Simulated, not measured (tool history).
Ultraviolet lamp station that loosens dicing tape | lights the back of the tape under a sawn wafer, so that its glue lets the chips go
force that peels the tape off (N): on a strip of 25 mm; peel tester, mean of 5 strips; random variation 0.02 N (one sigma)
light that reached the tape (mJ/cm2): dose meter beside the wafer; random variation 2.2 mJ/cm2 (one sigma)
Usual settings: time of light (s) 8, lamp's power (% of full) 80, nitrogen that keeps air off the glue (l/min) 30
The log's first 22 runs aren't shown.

run,hour,time of light (s),lamp's power (% of full),nitrogen that keeps air off the glue (l/min),hours of work of the lamp,hours of work since the window was cleaned,force that peels the tape off (N),light that reached the tape (mJ/cm2)
23,482.9,8,62,11,358,54,2.842,141
24,511.7,8,62,16,378,74,2.420,140
25,527.2,10,83,55,388,84,0.509,236
26,550.8,5,75,55,404,100,2.472,106
27,570.2,5,75,55,417,113,2.507,108
28,585.4,5,67,32,427,123,3.309,91
29,609.7,4,70,37,443,139,3.811,78
30,640.4,4,70,37,464,160,3.751,73
31,664.8,4,80,15,480,176,4.155,82
32,683.8,4,80,27,493,189,3.738,90
33,709.8,8,80,12,510,206,2.159,173

The next listed run, before its measurement:
34,740.3,8,80,12,531,227,?,?

force that peels the tape off (N): 2.202
light that reached the tape (mJ/cm2): 170
Without the tool's hidden state the same run would have given force that peels the tape off (N) 1.673, light that reached the tape (mJ/cm2) 203.

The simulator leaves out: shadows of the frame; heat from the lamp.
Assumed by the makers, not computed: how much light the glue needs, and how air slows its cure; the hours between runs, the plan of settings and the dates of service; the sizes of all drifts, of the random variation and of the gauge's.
